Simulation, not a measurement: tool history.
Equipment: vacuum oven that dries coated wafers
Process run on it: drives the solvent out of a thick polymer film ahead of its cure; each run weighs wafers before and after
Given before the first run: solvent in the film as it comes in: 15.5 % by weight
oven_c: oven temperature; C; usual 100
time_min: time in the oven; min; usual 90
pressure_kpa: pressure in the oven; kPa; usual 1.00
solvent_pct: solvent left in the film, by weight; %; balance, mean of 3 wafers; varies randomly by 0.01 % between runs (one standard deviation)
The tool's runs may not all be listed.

run 1 day=0.000 | oven_c=100 time_min=90 pressure_kpa=1.00 | solvent_pct=1.62
run 2 day=2.171 | oven_c=100 time_min=90 pressure_kpa=1.00 | solvent_pct=1.61
-- day=3.112 oven's thermocouples calibrated
run 3 day=3.508 | oven_c=100 time_min=90 pressure_kpa=1.00 | solvent_pct=1.60
run 4 day=5.558 | oven_c=100 time_min=90 pressure_kpa=1.00 | solvent_pct=1.64
run 5 day=6.692 | oven_c=100 time_min=90 pressure_kpa=1.00 | solvent_pct=1.62
run 6 day=8.104 | oven_c=100 time_min=90 pressure_kpa=1.00 | solvent_pct=1.64
run 7 day=10.062 | oven_c=100 time_min=90 pressure_kpa=1.00 | solvent_pct=1.62
run 8 day=12.708 | oven_c=100 time_min=138 pressure_kpa=1.00 | solvent_pct=0.64
run 9 day=14.467 | oven_c=100 time_min=138 pressure_kpa=1.00 | solvent_pct=0.66
run 10 day=16.046 | oven_c=100 time_min=138 pressure_kpa=1.00 | solvent_pct=0.64
run 11 day=17.179 | oven_c=100 time_min=138 pressure_kpa=1.00 | solvent_pct=0.65
run 12 day=18.762 | oven_c=100 time_min=138 pressure_kpa=1.00 | solvent_pct=0.66
run 13 day=20.433 | oven_c=100 time_min=138 pressure_kpa=1.00 | solvent_pct=0.64
run 14 day=21.946 | oven_c=100 time_min=90 pressure_kpa=1.00 | solvent_pct=1.63
run 15 day=23.758 | oven_c=100 time_min=74 pressure_kpa=1.00 | solvent_pct=2.28
run 16 day=25.721 | oven_c=100 time_min=74 pressure_kpa=1.00 | solvent_pct=2.28
run 17 day=27.292 | oven_c=100 time_min=74 pressure_kpa=1.00 | solvent_pct=2.27
run 18 day=29.679 | oven_c=104 time_min=90 pressure_kpa=1.00 | solvent_pct=1.12
run 19 day=30.775 | oven_c=104 time_min=90 pressure_kpa=1.00 | solvent_pct=1.12
run 20 day=32.388 | oven_c=104 time_min=90 pressure_kpa=1.00 | solvent_pct=1.14
run 21 day=33.892 | oven_c=104 time_min=90 pressure_kpa=1.00 | solvent_pct=1.11
run 22 day=35.800 | oven_c=104 time_min=144 pressure_kpa=0.57 | solvent_pct=0.31
run 23 day=38.371 | oven_c=104 time_min=144 pressure_kpa=0.57 | solvent_pct=0.30
run 24 day=40.850 | oven_c=92 time_min=90 pressure_kpa=2.68 | solvent_pct=3.33
run 25 day=42.867 | oven_c=105 time_min=90 pressure_kpa=1.00 | solvent_pct=1.02
run 26 day=45.583 | oven_c=104 time_min=90 pressure_kpa=2.67 | solvent_pct=1.40
run 27 day=47.746 | oven_c=86 time_min=90 pressure_kpa=2.67 | solvent_pct=4.62
run 28 day=49.208 | oven_c=96 time_min=150 pressure_kpa=3.15 | solvent_pct=1.31
run 29 day=50.825 | oven_c=96 time_min=150 pressure_kpa=3.15 | solvent_pct=1.34
run 30 day=52.354 | oven_c=87 time_min=150 pressure_kpa=2.25 | solvent_pct=2.31
run 31 day=54.746 | oven_c=87 time_min=150 pressure_kpa=2.25 | solvent_pct=2.32
run 32 day=57.354 | oven_c=97 time_min=49 pressure_kpa=1.68 | solvent_pct=4.72
run 33 day=59.279 | oven_c=101 time_min=54 pressure_kpa=1.00 | solvent_pct=3.37
run 34 day=60.946 | oven_c=104 time_min=77 pressure_kpa=1.00 | solvent_pct=1.54
run 35 day=63.550 | oven_c=104 time_min=77 pressure_kpa=1.00 | solvent_pct=1.55
run 36 day=65.817 | oven_c=104 time_min=77 pressure_kpa=1.00 | solvent_pct=1.54
run 37 day=67.508 | oven_c=100 time_min=90 pressure_kpa=0.70 | solvent_pct=1.55
run 38 day=69.525 | oven_c=100 time_min=105 pressure_kpa=1.00 | solvent_pct=1.18
run 39 day=72.208 | oven_c=100 time_min=105 pressure_kpa=1.00 | solvent_pct=1.18
run 40 day=73.479 | oven_c=100 time_min=105 pressure_kpa=1.00 | solvent_pct=1.18
run 41 day=75.404 | oven_c=109 time_min=105 pressure_kpa=1.00 | solvent_pct=0.48

What if the next run were any one of these 3? Each begins from the tool's condition after run 41:
run A day=77.229 | oven_c=109 time_min=105 pressure_kpa=2.55 | solvent_pct=?
run B day=77.229 | oven_c=86 time_min=74 pressure_kpa=1.62 | solvent_pct=?
run C day=77.229 | oven_c=88 time_min=60 pressure_kpa=1.98 | solvent_pct=?

run=A solvent_pct=0.68
run=B solvent_pct=5.22
run=C solvent_pct=5.76
Without the tool's unlogged condition, the same runs would have read:
run=A solvent_pct=0.69
run=B solvent_pct=5.23
run=C solvent_pct=5.77
